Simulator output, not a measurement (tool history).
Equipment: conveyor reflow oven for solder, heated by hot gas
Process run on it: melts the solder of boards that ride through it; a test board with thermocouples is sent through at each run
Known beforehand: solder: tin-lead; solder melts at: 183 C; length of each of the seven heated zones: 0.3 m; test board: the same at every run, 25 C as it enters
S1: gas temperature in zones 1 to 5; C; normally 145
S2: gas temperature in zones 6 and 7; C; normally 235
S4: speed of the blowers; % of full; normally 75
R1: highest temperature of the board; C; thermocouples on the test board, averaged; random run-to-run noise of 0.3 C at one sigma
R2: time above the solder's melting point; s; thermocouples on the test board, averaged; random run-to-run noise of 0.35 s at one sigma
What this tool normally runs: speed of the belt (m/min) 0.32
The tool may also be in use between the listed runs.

run 1 hour=0 | S1=145 S2=235 speed_of_the_belt_(m/min)=0.32 S4=75 | R1=223 R2=94.7
run 2 hour=31.7 | S1=145 S2=235 speed_of_the_belt_(m/min)=0.32 S4=75 | R1=222.2 R2=94.1
run 3 hour=54.8 | S1=145 S2=235 speed_of_the_belt_(m/min)=0.32 S4=50 | R1=214.2 R2=82.7
run 4 hour=94.3 | S1=145 S2=235 speed_of_the_belt_(m/min)=0.32 S4=50 | R1=214.3 R2=82.5
run 5 hour=120.1 | S1=145 S2=235 speed_of_the_belt_(m/min)=0.32 S4=50 | R1=214.3 R2=82.8
run 6 hour=168.9 | S1=140 S2=235 speed_of_the_belt_(m/min)=0.32 S4=75 | R1=221.9 R2=90.7
run 7 hour=189.2 | S1=145 S2=235 speed_of_the_belt_(m/min)=0.32 S4=79 | R1=223.9 R2=95.2
run 8 hour=230.9 | S1=145 S2=235 speed_of_the_belt_(m/min)=0.32 S4=75 | R1=222.2 R2=94.3
run 9 hour=253.4 | S1=145 S2=224 speed_of_the_belt_(m/min)=0.32 S4=75 | R1=213.1 R2=85
-- hour=260.7 flux residue cleaned out of gas plates and filters
run 10 hour=301.8 | S1=145 S2=224 speed_of_the_belt_(m/min)=0.32 S4=75 | R1=213 R2=85
run 11 hour=332.3 | S1=145 S2=224 speed_of_the_belt_(m/min)=0.32 S4=75 | R1=213.2 R2=85
run 12 hour=361.4 | S1=145 S2=224 speed_of_the_belt_(m/min)=0.32 S4=75 | R1=212.7 R2=85
run 13 hour=383.1 | S1=145 S2=224 speed_of_the_belt_(m/min)=0.32 S4=75 | R1=213.3 R2=85
run 14 hour=411.3 | S1=145 S2=235 speed_of_the_belt_(m/min)=0.32 S4=75 | R1=223.1 R2=94.6
run 15 hour=458.2 | S1=145 S2=235 speed_of_the_belt_(m/min)=0.32 S4=75 | R1=222.8 R2=93.9
run 16 hour=496.5 | S1=145 S2=235 speed_of_the_belt_(m/min)=0.32 S4=75 | R1=223 R2=94
run 17 hour=541.4 | S1=136 S2=235 speed_of_the_belt_(m/min)=0.32 S4=59 | R1=215.9 R2=81.3
run 18 hour=584.5 | S1=145 S2=235 speed_of_the_belt_(m/min)=0.29 S4=75 | R1=224.7 R2=106.8
run 19 hour=615.8 | S1=149 S2=235 speed_of_the_belt_(m/min)=0.342 S4=75 | R1=221.9 R2=89
run 20 hour=642.6 | S1=132 S2=235 speed_of_the_belt_(m/min)=0.38 S4=75 | R1=215.5 R2=66
run 21 hour=674.7 | S1=155 S2=235 speed_of_the_belt_(m/min)=0.32 S4=71 | R1=222.9 R2=100.7
run 22 hour=721 | S1=152 S2=242 speed_of_the_belt_(m/min)=0.28 S4=52 | R1=226.8 R2=116.1
-- hour=728.7 thermocouples of zones 6 and 7 changed
run 23 hour=758.8 | S1=152 S2=242 speed_of_the_belt_(m/min)=0.28 S4=52 | R1=226.2 R2=115.9
run 24 hour=798.6 | S1=152 S2=242 speed_of_the_belt_(m/min)=0.28 S4=80 | R1=234.2 R2=121.3
-- hour=829.1 flux residue cleaned out of gas plates and filters
run 25 hour=833.3 | S1=138 S2=235 speed_of_the_belt_(m/min)=0.28 S4=56 | R1=220.3 R2=99.8
run 26 hour=880.8 | S1=138 S2=235 speed_of_the_belt_(m/min)=0.28 S4=56 | R1=220 R2=99.5
run 27 hour=908.1 | S1=147 S2=235 speed_of_the_belt_(m/min)=0.28 S4=56 | R1=221.1 R2=107.1
-- hour=935 belt drive overhauled, speed set with a stopwatch
run 28 hour=960.6 | S1=156 S2=235 speed_of_the_belt_(m/min)=0.32 S4=81 | R1=225.7 R2=102.8
run 29 hour=995.5 | S1=141 S2=236 speed_of_the_belt_(m/min)=0.32 S4=75 | R1=223.4 R2=93.1
run 30 hour=1028.2 | S1=141 S2=235 speed_of_the_belt_(m/min)=0.32 S4=75 | R1=222.1 R2=91.3
run 31 hour=1066.4 | S1=145 S2=235 speed_of_the_belt_(m/min)=0.32 S4=54 | R1=216.1 R2=85.5
run 32 hour=1089.6 | S1=145 S2=235 speed_of_the_belt_(m/min)=0.353 S4=75 | R1=220.3 R2=82

Each row is a separate what-if for the run after 32, all from the same tool condition, not one after another. Results?
run A hour=1126.4 | S1=145 S2=235 speed_of_the_belt_(m/min)=0.339 S4=75 | R1=? R2=?
run B hour=1126.4 | S1=154 S2=243 speed_of_the_belt_(m/min)=0.32 S4=73 | R1=? R2=?
run C hour=1126.4 | S1=145 S2=239 speed_of_the_belt_(m/min)=0.353 S4=75 | R1=? R2=?

run=A R1=220.9 R2=86.9
run=B R1=230.4 R2=105.3
run=C R1=223.5 R2=85.4
Without the tool's unlogged condition, the same runs would have read:
run=A R1=221 R2=86.9
run=B R1=230.5 R2=105.3
run=C R1=223.6 R2=85.4
